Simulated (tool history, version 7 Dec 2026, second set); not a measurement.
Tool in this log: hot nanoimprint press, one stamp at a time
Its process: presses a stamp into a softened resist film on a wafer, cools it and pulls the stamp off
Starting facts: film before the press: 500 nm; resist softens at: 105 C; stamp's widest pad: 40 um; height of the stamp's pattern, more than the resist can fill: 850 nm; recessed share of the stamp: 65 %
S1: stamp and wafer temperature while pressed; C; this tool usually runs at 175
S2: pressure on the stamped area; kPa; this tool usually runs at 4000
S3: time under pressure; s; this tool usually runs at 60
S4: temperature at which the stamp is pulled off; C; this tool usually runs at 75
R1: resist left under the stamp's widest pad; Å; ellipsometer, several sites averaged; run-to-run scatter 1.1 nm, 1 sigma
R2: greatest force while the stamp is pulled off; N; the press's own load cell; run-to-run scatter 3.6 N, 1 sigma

Run 1, hour 0.0: usual settings. Result: R1 2408 Å, R2 192 N.
Run 2, hour 10.5: usual settings. Result: R1 2419 Å, R2 196 N.
Run 3, hour 15.6: usual settings. Result: R1 2422 Å, R2 191 N.
Run 4, hour 21.2: usual settings. Result: R1 2402 Å, R2 192 N.
Run 5, hour 28.2: usual settings. Result: R1 2394 Å, R2 196 N.
Run 6, hour 36.7: usual settings but S4 69 C. Result: R1 2403 Å, R2 226 N.
Run 7, hour 41.8: usual settings but S4 69 C. Result: R1 2424 Å, R2 224 N.
Run 8, hour 48.2: usual settings but S4 69 C. Result: R1 2397 Å, R2 226 N.
Run 9, hour 59.3: usual settings. Result: R1 2388 Å, R2 194 N.
Run 10, hour 65.8: usual settings but S2 5690 kPa. Result: R1 2064 Å, R2 208 N.
Run 11, hour 71.4: usual settings but S1 168 C, S2 5690 kPa. Result: R1 2795 Å, R2 200 N.
Run 12, hour 77.0: usual settings but S1 168 C, S2 5690 kPa. Result: R1 2829 Å, R2 195 N.
Run 13, hour 82.5: usual settings but S4 72 C. Result: R1 2402 Å, R2 201 N.
Run 14, hour 88.7: usual settings but S4 72 C. Result: R1 2403 Å, R2 215 N.
At hour 92.7: plate thermocouple calibrated.
Run 15, hour 103.9: usual settings but S3 88 s, S4 82 C. Result: R1 2067 Å, R2 162 N.
Run 16, hour 113.8: usual settings but S3 88 s, S4 82 C. Result: R1 2064 Å, R2 166 N.
Run 17, hour 120.0: usual settings but S1 174 C, S4 81 C. Result: R1 2495 Å, R2 164 N.
Run 18, hour 128.1: usual settings but S1 179 C, S2 4400 kPa, S3 119 s, S4 74 C. Result: R1 1455 Å, R2 206 N.
Run 19, hour 134.7: usual settings but S3 43 s, S4 82 C. Result: R1 2698 Å, R2 174 N.
Run 20, hour 144.7: usual settings but S3 43 s, S4 82 C. Result: R1 2727 Å, R2 167 N.
At hour 152.1: plate thermocouple calibrated, once more.
Run 21, hour 157.1: usual settings but S3 43 s, S4 82 C. Result: R1 2727 Å, R2 171 N.
Run 22, hour 165.1: usual settings but S3 43 s, S4 82 C. Result: R1 2682 Å, R2 170 N.
Run 23, hour 173.9: usual settings but S3 43 s, S4 82 C. Result: R1 2699 Å, R2 167 N.
Run 24, hour 179.6: usual settings but S2 2740 kPa, S3 30 s, S4 69 C. Result: R1 3435 Å, R2 240 N.
Run 25, hour 191.7: usual settings but S1 186 C, S2 3300 kPa, S3 87 s. Result: R1 1428 Å, R2 211 N.
Run 26, hour 199.3: usual settings but S1 185 C, S2 4190 kPa, S3 37 s, S4 82 C. Result: R1 1919 Å, R2 165 N.
Run 27, hour 211.5: usual settings but S3 61 s. Result: R1 2390 Å, R2 212 N.
Run 28, hour 217.8: usual settings but S1 171 C, S2 2500 kPa, S3 61 s, S4 72 C. Result: R1 3292 Å, R2 235 N.

What if the next run were any one of these 3? Each begins from the tool's condition after run 28:
Run A, hour 223.9: usual settings but S1 163 C, S2 2500 kPa, S3 61 s, S4 61 C. Result: R1 ?, R2 ?.
Run B, hour 223.9: usual settings but S2 5050 kPa, S4 60 C. Result: R1 ?, R2 ?.
Run C, hour 223.9: usual settings but S1 171 C, S2 5290 kPa, S3 36 s, S4 72 C. Result: R1 ?, R2 ?.

run    R1   R2
  A  4059  285
  B  2193  285
  C  3024  230
With the hidden condition removed and each run's random variation left untouched, the same runs would have given:
run    R1   R2
  A  4060  231
  B  2185  231
  C  3015  186

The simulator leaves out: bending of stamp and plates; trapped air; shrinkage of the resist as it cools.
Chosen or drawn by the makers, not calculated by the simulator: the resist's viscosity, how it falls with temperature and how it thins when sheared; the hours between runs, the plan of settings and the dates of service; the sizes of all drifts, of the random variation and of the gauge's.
